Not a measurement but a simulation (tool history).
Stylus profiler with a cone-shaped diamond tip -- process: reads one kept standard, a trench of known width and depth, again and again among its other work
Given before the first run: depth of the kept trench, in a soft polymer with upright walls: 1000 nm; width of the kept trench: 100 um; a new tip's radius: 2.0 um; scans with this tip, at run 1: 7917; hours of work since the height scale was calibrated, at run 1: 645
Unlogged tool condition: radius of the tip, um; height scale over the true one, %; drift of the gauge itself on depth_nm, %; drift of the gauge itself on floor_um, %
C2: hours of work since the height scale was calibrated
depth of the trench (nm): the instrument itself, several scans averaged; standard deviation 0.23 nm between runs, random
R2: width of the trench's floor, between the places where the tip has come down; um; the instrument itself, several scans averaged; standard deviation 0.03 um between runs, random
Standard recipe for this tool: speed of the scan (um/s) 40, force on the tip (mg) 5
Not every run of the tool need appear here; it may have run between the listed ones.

Run 1, hour 0: usual settings; scans with this tip 7917; C2 645. Result: depth of the trench (nm) 1011.32, R2 96.44 um.
Run 2, hour 29.3: usual settings but force on the tip (mg) 3.85; scans with this tip 8199; C2 668. Result: depth of the trench (nm) 1009.64, R2 96.46 um.
Run 3, hour 57.8: usual settings but force on the tip (mg) 3.85; scans with this tip 8474; C2 691. Result: depth of the trench (nm) 1009.81, R2 96.46 um.
Run 4, hour 98.6: usual settings but force on the tip (mg) 3.85; scans with this tip 8867; C2 723. Result: depth of the trench (nm) 1008.97, R2 96.46 um.
Run 5, hour 137: usual settings but speed of the scan (um/s) 150; scans with this tip 9236; C2 753. Result: depth of the trench (nm) 1010.9, R2 96.33 um.
Run 6, hour 161.6: usual settings; scans with this tip 9473; C2 772. Result: depth of the trench (nm) 1010.88, R2 96.48 um.
Run 7, hour 184.1: usual settings but force on the tip (mg) 6.85; scans with this tip 9690; C2 790. Result: depth of the trench (nm) 1013.55, R2 96.5 um.
Run 8, hour 217.1: usual settings but force on the tip (mg) 2.8; scans with this tip 10008; C2 816. Result: depth of the trench (nm) 1007.46, R2 96.47 um.
Run 9, hour 252.4: usual settings but force on the tip (mg) 2.8; scans with this tip 10348; C2 843. Result: depth of the trench (nm) 1007.58, R2 96.47 um.
Run 10, hour 295.2: usual settings but force on the tip (mg) 2.8; scans with this tip 10761; C2 877. Result: depth of the trench (nm) 1007.43, R2 96.46 um.
Run 11, hour 333.9: usual settings but force on the tip (mg) 2.8; scans with this tip 11133; C2 907. Result: depth of the trench (nm) 1007.65, R2 96.51 um.
Run 12, hour 375.5: usual settings; scans with this tip 11534; C2 940. Result: depth of the trench (nm) 1011.1, R2 96.48 um.
Run 13, hour 398.8: usual settings; scans with this tip 11758; C2 958. Result: depth of the trench (nm) 1011.27, R2 96.45 um.
Run 14, hour 441.1: usual settings but force on the tip (mg) 2.99; scans with this tip 12166; C2 992. Result: depth of the trench (nm) 1007.93, R2 96.41 um.
Run 15, hour 474.3: usual settings but speed of the scan (um/s) 80, force on the tip (mg) 3.33; scans with this tip 12486; C2 1018. Result: depth of the trench (nm) 1007.97, R2 96.43 um.
Run 16, hour 516.9: usual settings but speed of the scan (um/s) 80, force on the tip (mg) 3.33; scans with this tip 12896; C2 1051. Result: depth of the trench (nm) 1008.55, R2 96.35 um.
Run 17, hour 551.7: usual settings but force on the tip (mg) 2.92; scans with this tip 13232; C2 1078. Result: depth of the trench (nm) 1007.85, R2 96.46 um.
Run 18, hour 569.9: usual settings but force on the tip (mg) 2.92; scans with this tip 13407; C2 1093. Result: depth of the trench (nm) 1007.25, R2 96.45 um.
Run 19, hour 602.4: usual settings but speed of the scan (um/s) 158, force on the tip (mg) 2.92; scans with this tip 13720; C2 1118. Result: depth of the trench (nm) 1007.55, R2 96.27 um.
Run 20, hour 626.2: usual settings but speed of the scan (um/s) 158, force on the tip (mg) 2.92; scans with this tip 13949; C2 1137. Result: depth of the trench (nm) 1007.92, R2 96.27 um.
Run 21, hour 655.8: usual settings but speed of the scan (um/s) 144, force on the tip (mg) 2.48; scans with this tip 14235; C2 1160. Result: depth of the trench (nm) 1006.89, R2 96.25 um.
Run 22, hour 674.5: usual settings but speed of the scan (um/s) 144, force on the tip (mg) 10.15; scans with this tip 14415; C2 1175. Result: depth of the trench (nm) 1017.99, R2 96.38 um.
Run 23, hour 707: usual settings but speed of the scan (um/s) 12, force on the tip (mg) 10.15; scans with this tip 14728; C2 1200. Result: depth of the trench (nm) 1017.63, R2 96.51 um.
Run 24, hour 748.5: usual settings but speed of the scan (um/s) 30, force on the tip (mg) 10.15; scans with this tip 15127; C2 1233. Result: depth of the trench (nm) 1018, R2 96.48 um.
Run 25, hour 782: usual settings but speed of the scan (um/s) 33, force on the tip (mg) 5.99; scans with this tip 15450; C2 1259. Result: depth of the trench (nm) 1012.77, R2 96.49 um.

Each row is a separate what-if for the run after 25, all from the same tool condition, not one after another. Results?
Run A, hour 819.1: usual settings but speed of the scan (um/s) 13, force on the tip (mg) 11.22; scans with this tip 15808; C2 1288. Result: depth of the trench (nm) ?, R2 ?.
Run B, hour 819.1: usual settings but speed of the scan (um/s) 58, force on the tip (mg) 2.5; scans with this tip 15808; C2 1288. Result: depth of the trench (nm) ?, R2 ?.
Run C, hour 819.1: usual settings but speed of the scan (um/s) 32, force on the tip (mg) 4.82; scans with this tip 15808; C2 1288. Result: depth of the trench (nm) ?, R2 ?.

run  depth of the trench (nm)     R2
  A                   1018.93  96.49
  B                   1006.95  96.48
  C                   1011.22  96.47
What these runs would have given with no unlogged condition in the tool:
run  depth of the trench (nm)     R2
  A                   1018.98   96.5
  B                      1007  96.49
  C                   1011.26  96.48

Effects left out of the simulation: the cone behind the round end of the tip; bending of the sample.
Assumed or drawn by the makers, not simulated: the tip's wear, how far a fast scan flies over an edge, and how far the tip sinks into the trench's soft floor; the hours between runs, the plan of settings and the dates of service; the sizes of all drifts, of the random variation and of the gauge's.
